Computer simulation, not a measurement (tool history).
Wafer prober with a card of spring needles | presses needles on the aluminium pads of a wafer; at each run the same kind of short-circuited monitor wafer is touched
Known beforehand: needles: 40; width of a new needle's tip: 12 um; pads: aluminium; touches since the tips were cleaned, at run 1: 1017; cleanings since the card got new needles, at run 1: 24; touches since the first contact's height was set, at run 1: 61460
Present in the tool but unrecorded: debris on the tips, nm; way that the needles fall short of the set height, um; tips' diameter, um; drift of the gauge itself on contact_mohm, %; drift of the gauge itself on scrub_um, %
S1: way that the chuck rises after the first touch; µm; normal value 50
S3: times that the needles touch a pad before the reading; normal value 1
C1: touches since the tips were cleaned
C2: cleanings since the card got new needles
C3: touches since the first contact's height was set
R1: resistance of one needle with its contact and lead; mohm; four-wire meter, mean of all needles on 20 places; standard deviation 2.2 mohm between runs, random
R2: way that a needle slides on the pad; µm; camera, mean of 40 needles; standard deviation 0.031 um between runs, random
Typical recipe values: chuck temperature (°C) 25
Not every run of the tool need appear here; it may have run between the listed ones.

run 1 hour=0.0 | S1=50 chuck_temperature_(°C)=25 S3=1 | C1=1017 C2=24 C3=61460 | R1=265 R2=9.76
-- hour=11.0 tips cleaned on abrasive film
-- hour=22.8 tips cleaned on abrasive film
run 2 hour=22.9 | S1=50 chuck_temperature_(°C)=25 S3=1 | C1=54 C2=26 C3=73515 | R1=245 R2=9.68
-- hour=36.1 tips cleaned on abrasive film
-- hour=48.3 tips cleaned on abrasive film
run 3 hour=49.3 | S1=50 chuck_temperature_(°C)=25 S3=1 | C1=544 C2=28 C3=87417 | R1=262 R2=9.67
-- hour=62.2 tips cleaned on abrasive film
run 4 hour=65.2 | S1=50 chuck_temperature_(°C)=25 S3=2 | C1=1610 C2=29 C3=95798 | R1=261 R2=9.63
-- hour=75.7 tips cleaned on abrasive film
run 5 hour=79.5 | S1=50 chuck_temperature_(°C)=25 S3=2 | C1=2001 C2=30 C3=103335 | R1=264 R2=9.60
-- hour=88.3 tips cleaned on abrasive film
-- hour=96.2 height of the first contact set anew
run 6 hour=96.3 | S1=50 chuck_temperature_(°C)=25 S3=2 | C1=4076 C2=31 C3=82 | R1=277 R2=9.34
-- hour=103.1 tips cleaned on abrasive film
-- hour=117.2 tips cleaned on abrasive film
run 7 hour=119.8 | S1=50 chuck_temperature_(°C)=25 S3=1 | C1=1394 C2=33 C3=12456 | R1=276 R2=9.34
-- hour=129.5 tips cleaned on abrasive film
-- hour=143.3 tips cleaned on abrasive film
run 8 hour=146.4 | S1=50 chuck_temperature_(°C)=25 S3=1 | C1=1639 C2=35 C3=26465 | R1=279 R2=9.33
-- hour=156.2 tips cleaned on abrasive film
-- hour=169.3 tips cleaned on abrasive film
run 9 hour=172.2 | S1=50 chuck_temperature_(°C)=25 S3=1 | C1=1563 C2=37 C3=40048 | R1=277 R2=9.24
-- hour=183.3 height of the first contact set anew, once more
-- hour=183.4 tips cleaned on abrasive film
run 10 hour=186.2 | S1=61 chuck_temperature_(°C)=25 S3=1 | C1=1470 C2=38 C3=1470 | R1=268 R2=12.10
-- hour=195.3 tips cleaned on abrasive film
-- hour=208.3 tips cleaned on abrasive film
run 11 hour=209.2 | S1=66 chuck_temperature_(°C)=25 S3=1 | C1=519 C2=40 C3=13601 | R1=251 R2=13.08
-- hour=221.0 tips cleaned on abrasive film
-- hour=233.3 tips cleaned on abrasive film
run 12 hour=233.3 | S1=50 chuck_temperature_(°C)=25 S3=1 | C1=0 C2=42 C3=26275 | R1=246 R2=9.80
-- hour=246.3 tips cleaned on abrasive film
-- hour=259.1 tips cleaned on abrasive film
run 13 hour=259.7 | S1=50 chuck_temperature_(°C)=25 S3=1 | C1=347 C2=44 C3=40196 | R1=252 R2=9.83
-- hour=270.9 tips cleaned on abrasive film
-- hour=284.4 tips cleaned on abrasive film
run 14 hour=286.6 | S1=50 chuck_temperature_(°C)=55 S3=1 | C1=1186 C2=46 C3=54344 | R1=279 R2=9.77
-- hour=297.7 tips cleaned on abrasive film
run 15 hour=298.4 | S1=50 chuck_temperature_(°C)=55 S3=1 | C1=418 C2=47 C3=60584 | R1=269 R2=9.74

Forecast run 16:
-- hour=310.6 tips cleaned on abrasive film
run 16 hour=311.3 | S1=50 chuck_temperature_(°C)=55 S3=1 | C1=366 C2=48 C3=67352 | R1=? R2=?

Run 16 gave R1 262 mohm, R2 9.75 µm.
If the tool had no hidden condition, the same run with the same run-to-run variation would have returned R1 245 mohm, R2 9.98 µm.
